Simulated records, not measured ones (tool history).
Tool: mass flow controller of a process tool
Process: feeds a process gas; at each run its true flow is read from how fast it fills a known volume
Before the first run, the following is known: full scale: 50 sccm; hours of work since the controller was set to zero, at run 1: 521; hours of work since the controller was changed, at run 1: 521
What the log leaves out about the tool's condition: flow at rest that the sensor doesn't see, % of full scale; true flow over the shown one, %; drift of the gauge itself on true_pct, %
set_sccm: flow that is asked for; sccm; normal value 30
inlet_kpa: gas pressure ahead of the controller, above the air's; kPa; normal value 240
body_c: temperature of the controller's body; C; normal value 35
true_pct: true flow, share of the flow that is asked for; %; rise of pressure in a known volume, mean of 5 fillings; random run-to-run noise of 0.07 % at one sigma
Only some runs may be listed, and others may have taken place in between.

run,hour,set_sccm,inlet_kpa,body_c,hours of work since the controller was set to zero,hours of work since the controller was changed,true_pct
1,0,30,240,35,521,521,98.44
2,55.9,30,240,35,545,545,98.39
3,153.2,30,240,35,588,588,98.47
4,203.5,30,240,35,610,610,98.43
5,293.4,30,249,35,650,650,98.54
6,382.2,30,249,35,689,689,98.41
7,474.4,30,249,35,729,729,98.24
8,521.5,30,249,22,750,750,99.13
9,593.2,6,240,35,782,782,96.56
10,658.3,42,240,35,810,810,99.09
11,730.2,30,240,35,842,842,98.43
12,834.8,30,240,24,888,888,98.98
13,911.4,30,240,24,922,922,99
14,964,30,240,24,945,945,98.99
15,1024,6,240,24,971,971,97.1
16,1112.7,30,189,29,1010,1010,98.4
17,1177.2,30,204,29,1039,1039,98.54
18,1259.7,5,171,33,1075,1075,95.81
19,1310.3,30,207,21,1097,1097,98.94
20,1398,15,240,33,1136,1136,97.35
21,1472.4,17,209,35,1169,1169,97.14
22,1541.5,13,226,33,1199,1199,97.08
23,1588.2,10,279,31,1220,1220,97.28
24,1686.4,10,279,31,1263,1263,97.29
25,1774.3,30,245,35,1302,1302,98.13
26,1877.9,30,245,35,1347,1347,98.23
27,1953.2,30,245,35,1380,1380,98.19

Selected run-to-run steps in true_pct, each split into two signed amounts: the part the tool would show with no hidden state at all (from settings, incoming material and random variation), and the remainder, which goes to the hidden state together with any gauge scatter not common to the measured and the hidden-state-free results:
Run 17 -> 18: set_sccm 30 -> 5, inlet_kpa 204 -> 171, body_c 29 -> 33. true_pct -2.73 %: hidden state -0.7, all else -2.03.
Run 18 -> 19: set_sccm 5 -> 30, inlet_kpa 171 -> 207, body_c 33 -> 21. true_pct +3.13 %: hidden state +0.68, all else +2.45.
